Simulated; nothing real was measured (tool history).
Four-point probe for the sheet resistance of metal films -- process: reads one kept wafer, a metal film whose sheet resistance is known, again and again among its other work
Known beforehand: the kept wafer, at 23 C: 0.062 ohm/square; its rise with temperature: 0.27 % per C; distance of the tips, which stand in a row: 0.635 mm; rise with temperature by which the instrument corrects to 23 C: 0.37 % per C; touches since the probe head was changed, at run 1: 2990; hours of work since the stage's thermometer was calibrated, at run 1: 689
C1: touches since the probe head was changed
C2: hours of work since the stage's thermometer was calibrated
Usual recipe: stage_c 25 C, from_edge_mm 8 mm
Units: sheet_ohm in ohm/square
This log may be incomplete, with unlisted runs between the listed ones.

{"run": 1, "hour": 0.0, "stage_c": 25, "from_edge_mm": 8, "C1": 2990, "C2": 689, "sheet_ohm": 0.062399}
{"run": 2, "hour": 17.4, "stage_c": 25, "from_edge_mm": 11, "C1": 3256, "C2": 698, "sheet_ohm": 0.0623}
{"run": 3, "hour": 30.0, "stage_c": 34, "from_edge_mm": 8, "C1": 3450, "C2": 704, "sheet_ohm": 0.061861}
{"run": 4, "hour": 45.7, "stage_c": 25, "from_edge_mm": 8, "C1": 3691, "C2": 712, "sheet_ohm": 0.062393}
{"run": 5, "hour": 69.5, "stage_c": 25, "from_edge_mm": 8, "C1": 4055, "C2": 724, "sheet_ohm": 0.062392}
{"run": 6, "hour": 95.6, "stage_c": 25, "from_edge_mm": 8, "C1": 4456, "C2": 737, "sheet_ohm": 0.062402}
{"run": 7, "hour": 118.0, "stage_c": 31, "from_edge_mm": 8, "C1": 4801, "C2": 748, "sheet_ohm": 0.062059}
{"run": 8, "hour": 134.1, "stage_c": 28, "from_edge_mm": 15, "C1": 5046, "C2": 756, "sheet_ohm": 0.062058}
{"run": 9, "hour": 157.2, "stage_c": 29, "from_edge_mm": 4, "C1": 5401, "C2": 767, "sheet_ohm": 0.062756}
{"run": 10, "hour": 187.7, "stage_c": 20, "from_edge_mm": 7, "C1": 5869, "C2": 782, "sheet_ohm": 0.062764}
{"run": 11, "hour": 209.1, "stage_c": 20, "from_edge_mm": 7, "C1": 6198, "C2": 793, "sheet_ohm": 0.062751}

Below are 3 alternative next runs, each starting from the tool's condition after run 11. Predict each:
{"run": "A", "hour": 239.5, "stage_c": 21, "from_edge_mm": 19, "C1": 6664, "C2": 808, "sheet_ohm": "?"}
{"run": "B", "hour": 239.5, "stage_c": 23, "from_edge_mm": 12, "C1": 6664, "C2": 808, "sheet_ohm": "?"}
{"run": "C", "hour": 239.5, "stage_c": 26, "from_edge_mm": 7, "C1": 6664, "C2": 808, "sheet_ohm": "?"}

run=A sheet_ohm=0.062464
run=B sheet_ohm=0.062376
run=C sheet_ohm=0.062408
With the hidden condition removed and each run's random variation left untouched, the same runs would have given:
run=A sheet_ohm=0.062168
run=B sheet_ohm=0.06208
run=C sheet_ohm=0.062111

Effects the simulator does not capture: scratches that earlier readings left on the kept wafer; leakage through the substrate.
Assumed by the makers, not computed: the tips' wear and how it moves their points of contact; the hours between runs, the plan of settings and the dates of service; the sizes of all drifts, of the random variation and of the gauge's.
